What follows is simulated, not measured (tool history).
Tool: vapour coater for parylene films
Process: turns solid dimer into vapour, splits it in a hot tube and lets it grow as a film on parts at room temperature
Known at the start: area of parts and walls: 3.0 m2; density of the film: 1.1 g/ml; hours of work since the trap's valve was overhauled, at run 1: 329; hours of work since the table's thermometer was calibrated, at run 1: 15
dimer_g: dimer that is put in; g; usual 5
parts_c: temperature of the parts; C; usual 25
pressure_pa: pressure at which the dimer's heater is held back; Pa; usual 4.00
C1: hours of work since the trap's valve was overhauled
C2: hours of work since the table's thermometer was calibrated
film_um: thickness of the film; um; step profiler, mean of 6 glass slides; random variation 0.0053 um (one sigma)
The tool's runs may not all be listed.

{"run": 1, "day": 0.0, "dimer_g": 5, "parts_c": 25, "pressure_pa": 4.0, "C1": 329, "C2": 15, "film_um": 0.911}
{"run": 2, "day": 0.371, "dimer_g": 5, "parts_c": 25, "pressure_pa": 8.1, "C1": 333, "C2": 19, "film_um": 0.871}
{"run": 3, "day": 1.025, "dimer_g": 5, "parts_c": 25, "pressure_pa": 4.0, "C1": 341, "C2": 27, "film_um": 0.91}
{"run": 4, "day": 1.617, "dimer_g": 5, "parts_c": 25, "pressure_pa": 4.0, "C1": 348, "C2": 34, "film_um": 0.905}
{"run": 5, "day": 2.05, "dimer_g": 5, "parts_c": 25, "pressure_pa": 4.0, "C1": 353, "C2": 39, "film_um": 0.912}
{"run": 6, "day": 2.425, "dimer_g": 5, "parts_c": 25, "pressure_pa": 4.0, "C1": 357, "C2": 44, "film_um": 0.907}
{"run": 7, "day": 3.175, "dimer_g": 5, "parts_c": 25, "pressure_pa": 4.0, "C1": 366, "C2": 52, "film_um": 0.903}
{"run": 8, "day": 3.95, "dimer_g": 5, "parts_c": 25, "pressure_pa": 4.0, "C1": 375, "C2": 61, "film_um": 0.901}
{"run": 9, "day": 4.675, "dimer_g": 5, "parts_c": 32, "pressure_pa": 4.0, "C1": 384, "C2": 70, "film_um": 0.745}
{"run": 10, "day": 5.383, "dimer_g": 5, "parts_c": 32, "pressure_pa": 5.57, "C1": 392, "C2": 78, "film_um": 0.726}
{"run": 11, "day": 6.146, "dimer_g": 5, "parts_c": 32, "pressure_pa": 5.57, "C1": 401, "C2": 87, "film_um": 0.721}
{"run": 12, "day": 6.783, "dimer_g": 5, "parts_c": 32, "pressure_pa": 5.57, "C1": 409, "C2": 95, "film_um": 0.711}
{"run": 13, "day": 7.354, "dimer_g": 5, "parts_c": 32, "pressure_pa": 5.57, "C1": 415, "C2": 101, "film_um": 0.714}
{"run": 14, "day": 7.796, "dimer_g": 5, "parts_c": 25, "pressure_pa": 9.98, "C1": 421, "C2": 107, "film_um": 0.828}
{"day": 7.996, "done": "gauge calibrated"}
{"run": 15, "day": 8.2, "dimer_g": 5, "parts_c": 25, "pressure_pa": 4.9, "C1": 425, "C2": 111, "film_um": 0.893}
{"run": 16, "day": 8.675, "dimer_g": 5, "parts_c": 25, "pressure_pa": 4.9, "C1": 431, "C2": 117, "film_um": 0.904}
{"run": 17, "day": 9.354, "dimer_g": 5, "parts_c": 25, "pressure_pa": 4.79, "C1": 439, "C2": 125, "film_um": 0.898}
{"run": 18, "day": 10.183, "dimer_g": 5, "parts_c": 25, "pressure_pa": 4.79, "C1": 449, "C2": 135, "film_um": 0.901}
{"run": 19, "day": 10.933, "dimer_g": 3, "parts_c": 25, "pressure_pa": 4.0, "C1": 457, "C2": 143, "film_um": 0.545}
{"run": 20, "day": 11.583, "dimer_g": 3, "parts_c": 25, "pressure_pa": 4.0, "C1": 465, "C2": 151, "film_um": 0.538}
{"run": 21, "day": 11.942, "dimer_g": 3, "parts_c": 25, "pressure_pa": 4.0, "C1": 469, "C2": 155, "film_um": 0.536}
{"run": 22, "day": 12.529, "dimer_g": 5, "parts_c": 25, "pressure_pa": 4.0, "C1": 476, "C2": 162, "film_um": 0.897}
{"run": 23, "day": 13.146, "dimer_g": 5, "parts_c": 28, "pressure_pa": 4.0, "C1": 483, "C2": 169, "film_um": 0.833}
{"run": 24, "day": 13.562, "dimer_g": 4, "parts_c": 18, "pressure_pa": 2.61, "C1": 488, "C2": 174, "film_um": 0.893}
{"run": 25, "day": 14.183, "dimer_g": 4, "parts_c": 25, "pressure_pa": 5.83, "C1": 496, "C2": 182, "film_um": 0.703}
{"run": 26, "day": 14.879, "dimer_g": 2, "parts_c": 25, "pressure_pa": 4.27, "C1": 504, "C2": 190, "film_um": 0.358}
{"run": 27, "day": 15.254, "dimer_g": 3, "parts_c": 20, "pressure_pa": 3.19, "C1": 508, "C2": 194, "film_um": 0.618}
{"run": 28, "day": 15.867, "dimer_g": 3, "parts_c": 20, "pressure_pa": 3.19, "C1": 515, "C2": 201, "film_um": 0.624}
{"run": 29, "day": 16.279, "dimer_g": 2, "parts_c": 20, "pressure_pa": 3.19, "C1": 520, "C2": 206, "film_um": 0.411}
{"run": 30, "day": 17.004, "dimer_g": 5, "parts_c": 17, "pressure_pa": 2.81, "C1": 529, "C2": 215, "film_um": 1.127}
{"run": 31, "day": 17.638, "dimer_g": 5, "parts_c": 17, "pressure_pa": 2.81, "C1": 536, "C2": 222, "film_um": 1.124}
{"run": 32, "day": 18.175, "dimer_g": 3, "parts_c": 27, "pressure_pa": 2.32, "C1": 542, "C2": 229, "film_um": 0.522}
{"run": 33, "day": 18.733, "dimer_g": 7, "parts_c": 26, "pressure_pa": 5.28, "C1": 549, "C2": 235, "film_um": 1.164}
{"run": 34, "day": 19.338, "dimer_g": 4, "parts_c": 32, "pressure_pa": 4.95, "C1": 556, "C2": 242, "film_um": 0.574}
{"day": 19.546, "done": "trap's valve overhauled"}
{"run": 35, "day": 20.042, "dimer_g": 3, "parts_c": 25, "pressure_pa": 6.55, "C1": 6, "C2": 248, "film_um": 0.503}
{"run": 36, "day": 20.425, "dimer_g": 3, "parts_c": 25, "pressure_pa": 6.15, "C1": 10, "C2": 253, "film_um": 0.511}
{"run": 37, "day": 21.108, "dimer_g": 5, "parts_c": 22, "pressure_pa": 6.15, "C1": 18, "C2": 261, "film_um": 0.903}
{"run": 38, "day": 21.546, "dimer_g": 3, "parts_c": 21, "pressure_pa": 4.0, "C1": 24, "C2": 266, "film_um": 0.576}
{"run": 39, "day": 22.096, "dimer_g": 3, "parts_c": 32, "pressure_pa": 5.44, "C1": 30, "C2": 273, "film_um": 0.417}
{"run": 40, "day": 22.588, "dimer_g": 3, "parts_c": 25, "pressure_pa": 8.73, "C1": 36, "C2": 278, "film_um": 0.492}
{"run": 41, "day": 23.329, "dimer_g": 3, "parts_c": 25, "pressure_pa": 8.73, "C1": 44, "C2": 287, "film_um": 0.489}
{"run": 42, "day": 23.892, "dimer_g": 3, "parts_c": 25, "pressure_pa": 8.73, "C1": 51, "C2": 294, "film_um": 0.48}
{"run": 43, "day": 24.408, "dimer_g": 5, "parts_c": 18, "pressure_pa": 3.73, "C1": 57, "C2": 300, "film_um": 1.04}
{"day": 24.746, "done": "gauge calibrated"}
{"run": 44, "day": 24.846, "dimer_g": 5, "parts_c": 18, "pressure_pa": 3.73, "C1": 62, "C2": 305, "film_um": 1.124}

3 ways to go on from here, each from the tool as it stands after run 44. What would each give?
{"run": "A", "day": 25.308, "dimer_g": 8, "parts_c": 28, "pressure_pa": 3.83, "C1": 68, "C2": 310, "film_um": "?"}
{"run": "B", "day": 25.308, "dimer_g": 7, "parts_c": 25, "pressure_pa": 4.0, "C1": 68, "C2": 310, "film_um": "?"}
{"run": "C", "day": 25.308, "dimer_g": 5, "parts_c": 29, "pressure_pa": 5.28, "C1": 68, "C2": 310, "film_um": "?"}

run=A film_um=1.354
run=B film_um=1.284
run=C film_um=0.795
Without the tool's hidden state the same runs would have given:
run=A film_um=1.359
run=B film_um=1.288
run=C film_um=0.797
